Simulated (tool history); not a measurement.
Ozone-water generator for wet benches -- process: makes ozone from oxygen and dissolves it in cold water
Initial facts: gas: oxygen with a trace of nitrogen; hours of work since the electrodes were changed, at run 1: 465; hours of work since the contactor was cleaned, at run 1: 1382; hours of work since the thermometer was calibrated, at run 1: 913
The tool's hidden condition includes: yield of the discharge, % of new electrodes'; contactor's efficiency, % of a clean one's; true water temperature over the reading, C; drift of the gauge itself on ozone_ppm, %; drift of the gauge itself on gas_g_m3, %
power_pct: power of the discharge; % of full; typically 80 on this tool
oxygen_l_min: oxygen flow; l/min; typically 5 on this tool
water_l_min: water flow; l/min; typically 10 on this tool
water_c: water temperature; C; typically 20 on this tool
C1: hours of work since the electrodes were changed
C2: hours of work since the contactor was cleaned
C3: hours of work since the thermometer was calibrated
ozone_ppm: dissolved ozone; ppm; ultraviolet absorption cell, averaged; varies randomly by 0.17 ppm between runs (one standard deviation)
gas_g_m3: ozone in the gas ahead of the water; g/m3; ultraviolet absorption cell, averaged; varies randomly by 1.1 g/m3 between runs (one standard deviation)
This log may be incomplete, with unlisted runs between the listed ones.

{"run": 1, "hour": 0.0, "power_pct": 80, "oxygen_l_min": 5, "water_l_min": 10, "water_c": 20, "C1": 465, "C2": 1382, "C3": 913, "ozone_ppm": 22.4, "gas_g_m3": 199.7}
{"run": 2, "hour": 47.5, "power_pct": 80, "oxygen_l_min": 5, "water_l_min": 10, "water_c": 20, "C1": 503, "C2": 1420, "C3": 951, "ozone_ppm": 22.1, "gas_g_m3": 201.4}
{"run": 3, "hour": 72.6, "power_pct": 80, "oxygen_l_min": 5, "water_l_min": 10, "water_c": 20, "C1": 523, "C2": 1439, "C3": 971, "ozone_ppm": 22.3, "gas_g_m3": 196.9}
{"run": 4, "hour": 119.2, "power_pct": 80, "oxygen_l_min": 5, "water_l_min": 10, "water_c": 20, "C1": 560, "C2": 1476, "C3": 1008, "ozone_ppm": 22.5, "gas_g_m3": 199}
{"run": 5, "hour": 151.7, "power_pct": 80, "oxygen_l_min": 5, "water_l_min": 10, "water_c": 20, "C1": 585, "C2": 1502, "C3": 1033, "ozone_ppm": 22.3, "gas_g_m3": 196.9}
{"run": 6, "hour": 192.8, "power_pct": 80, "oxygen_l_min": 5, "water_l_min": 13, "water_c": 20, "C1": 618, "C2": 1535, "C3": 1066, "ozone_ppm": 18.5, "gas_g_m3": 197.3}
{"run": 7, "hour": 217.7, "power_pct": 80, "oxygen_l_min": 5, "water_l_min": 13, "water_c": 20, "C1": 638, "C2": 1555, "C3": 1086, "ozone_ppm": 18.6, "gas_g_m3": 199.6}
{"run": 8, "hour": 255.6, "power_pct": 80, "oxygen_l_min": 5, "water_l_min": 13, "water_c": 20, "C1": 668, "C2": 1585, "C3": 1116, "ozone_ppm": 18.4, "gas_g_m3": 199.8}
{"run": 9, "hour": 278.9, "power_pct": 80, "oxygen_l_min": 5, "water_l_min": 10, "water_c": 12, "C1": 686, "C2": 1603, "C3": 1134, "ozone_ppm": 26.2, "gas_g_m3": 197.6}
{"run": 10, "hour": 303.7, "power_pct": 80, "oxygen_l_min": 2.76, "water_l_min": 10, "water_c": 20, "C1": 706, "C2": 1623, "C3": 1154, "ozone_ppm": 22.7, "gas_g_m3": 266.1}
{"run": 11, "hour": 349.0, "power_pct": 80, "oxygen_l_min": 2.76, "water_l_min": 10, "water_c": 20, "C1": 742, "C2": 1659, "C3": 1190, "ozone_ppm": 22.7, "gas_g_m3": 268}
{"run": 12, "hour": 375.4, "power_pct": 80, "oxygen_l_min": 5, "water_l_min": 10, "water_c": 20, "C1": 763, "C2": 1680, "C3": 1211, "ozone_ppm": 22.5, "gas_g_m3": 199.4}
{"run": 13, "hour": 412.7, "power_pct": 80, "oxygen_l_min": 5, "water_l_min": 10, "water_c": 20, "C1": 793, "C2": 1709, "C3": 1241, "ozone_ppm": 22.4, "gas_g_m3": 201.2}
{"run": 14, "hour": 451.2, "power_pct": 80, "oxygen_l_min": 5, "water_l_min": 10, "water_c": 20, "C1": 823, "C2": 1740, "C3": 1271, "ozone_ppm": 22.3, "gas_g_m3": 198.6}
{"run": 15, "hour": 491.9, "power_pct": 80, "oxygen_l_min": 5, "water_l_min": 10, "water_c": 20, "C1": 855, "C2": 1772, "C3": 1303, "ozone_ppm": 22.5, "gas_g_m3": 199.1}
{"run": 16, "hour": 538.9, "power_pct": 80, "oxygen_l_min": 5, "water_l_min": 10, "water_c": 20, "C1": 893, "C2": 1809, "C3": 1341, "ozone_ppm": 22.3, "gas_g_m3": 200.3}
{"run": 17, "hour": 565.4, "power_pct": 80, "oxygen_l_min": 5, "water_l_min": 10, "water_c": 20, "C1": 914, "C2": 1830, "C3": 1362, "ozone_ppm": 22.6, "gas_g_m3": 199.7}
{"run": 18, "hour": 612.1, "power_pct": 80, "oxygen_l_min": 5, "water_l_min": 10, "water_c": 20, "C1": 951, "C2": 1867, "C3": 1399, "ozone_ppm": 22.6, "gas_g_m3": 202.7}
{"run": 19, "hour": 665.9, "power_pct": 80, "oxygen_l_min": 5, "water_l_min": 9, "water_c": 20, "C1": 993, "C2": 1910, "C3": 1441, "ozone_ppm": 24.2, "gas_g_m3": 201.5}
{"run": 20, "hour": 695.1, "power_pct": 80, "oxygen_l_min": 5, "water_l_min": 9, "water_c": 20, "C1": 1016, "C2": 1933, "C3": 1464, "ozone_ppm": 24.2, "gas_g_m3": 200.9}
{"run": 21, "hour": 737.3, "power_pct": 80, "oxygen_l_min": 5, "water_l_min": 9, "water_c": 20, "C1": 1050, "C2": 1967, "C3": 1498, "ozone_ppm": 24.1, "gas_g_m3": 202.6}
{"run": 22, "hour": 763.0, "power_pct": 80, "oxygen_l_min": 5, "water_l_min": 10, "water_c": 14, "C1": 1070, "C2": 1987, "C3": 1518, "ozone_ppm": 25.6, "gas_g_m3": 201.7}
{"run": 23, "hour": 798.5, "power_pct": 66, "oxygen_l_min": 5, "water_l_min": 10, "water_c": 28, "C1": 1099, "C2": 2015, "C3": 1547, "ozone_ppm": 16.8, "gas_g_m3": 179}
{"run": 24, "hour": 840.0, "power_pct": 80, "oxygen_l_min": 7.71, "water_l_min": 10, "water_c": 20, "C1": 1131, "C2": 2048, "C3": 1579, "ozone_ppm": 21.1, "gas_g_m3": 163.6}
{"run": 25, "hour": 888.2, "power_pct": 80, "oxygen_l_min": 7.71, "water_l_min": 10, "water_c": 20, "C1": 1170, "C2": 2086, "C3": 1618, "ozone_ppm": 20.8, "gas_g_m3": 164.1}
{"run": 26, "hour": 935.8, "power_pct": 80, "oxygen_l_min": 6.1, "water_l_min": 12, "water_c": 19, "C1": 1207, "C2": 2124, "C3": 1655, "ozone_ppm": 19.6, "gas_g_m3": 181.7}
{"run": 27, "hour": 966.6, "power_pct": 80, "oxygen_l_min": 3.43, "water_l_min": 9, "water_c": 20, "C1": 1232, "C2": 2148, "C3": 1680, "ozone_ppm": 25, "gas_g_m3": 242.5}
{"run": 28, "hour": 1000.0, "power_pct": 49, "oxygen_l_min": 7.14, "water_l_min": 7, "water_c": 16, "C1": 1258, "C2": 2175, "C3": 1706, "ozone_ppm": 21.1, "gas_g_m3": 124.9}
{"run": 29, "hour": 1030.0, "power_pct": 49, "oxygen_l_min": 7.14, "water_l_min": 7, "water_c": 16, "C1": 1282, "C2": 2199, "C3": 1730, "ozone_ppm": 21.2, "gas_g_m3": 124.4}
{"run": 30, "hour": 1067.0, "power_pct": 53, "oxygen_l_min": 4.4, "water_l_min": 7, "water_c": 19, "C1": 1311, "C2": 2228, "C3": 1759, "ozone_ppm": 22.6, "gas_g_m3": 165.6}
{"run": 31, "hour": 1117.4, "power_pct": 53, "oxygen_l_min": 4.4, "water_l_min": 7, "water_c": 19, "C1": 1351, "C2": 2268, "C3": 1799, "ozone_ppm": 22.7, "gas_g_m3": 165.7}
{"run": 32, "hour": 1168.2, "power_pct": 80, "oxygen_l_min": 5, "water_l_min": 13, "water_c": 20, "C1": 1392, "C2": 2308, "C3": 1840, "ozone_ppm": 18.1, "gas_g_m3": 203.9}
{"run": 33, "hour": 1195.5, "power_pct": 80, "oxygen_l_min": 5, "water_l_min": 9, "water_c": 14, "C1": 1413, "C2": 2330, "C3": 1861, "ozone_ppm": 27, "gas_g_m3": 202.9}
{"run": 34, "hour": 1234.9, "power_pct": 80, "oxygen_l_min": 5, "water_l_min": 10, "water_c": 16, "C1": 1445, "C2": 2361, "C3": 1893, "ozone_ppm": 24.3, "gas_g_m3": 202.8}

Branching from run 34: 3 alternative next runs. What would each branch give?
{"run": "A", "hour": 1279.8, "power_pct": 46, "oxygen_l_min": 8.54, "water_l_min": 11, "water_c": 16, "C1": 1480, "C2": 2397, "C3": 1928, "ozone_ppm": "?", "gas_g_m3": "?"}
{"run": "B", "hour": 1279.8, "power_pct": 80, "oxygen_l_min": 8.21, "water_l_min": 10, "water_c": 19, "C1": 1480, "C2": 2397, "C3": 1928, "ozone_ppm": "?", "gas_g_m3": "?"}
{"run": "C", "hour": 1279.8, "power_pct": 80, "oxygen_l_min": 7.52, "water_l_min": 10, "water_c": 16, "C1": 1480, "C2": 2397, "C3": 1928, "ozone_ppm": "?", "gas_g_m3": "?"}

run=A ozone_ppm=15 gas_g_m3=110.8
run=B ozone_ppm=21.4 gas_g_m3=161
run=C ozone_ppm=23.4 gas_g_m3=169
With no hidden state in the tool, these same runs would have given:
run=A ozone_ppm=15 gas_g_m3=108
run=B ozone_ppm=21.4 gas_g_m3=156.9
run=C ozone_ppm=23.4 gas_g_m3=164.8

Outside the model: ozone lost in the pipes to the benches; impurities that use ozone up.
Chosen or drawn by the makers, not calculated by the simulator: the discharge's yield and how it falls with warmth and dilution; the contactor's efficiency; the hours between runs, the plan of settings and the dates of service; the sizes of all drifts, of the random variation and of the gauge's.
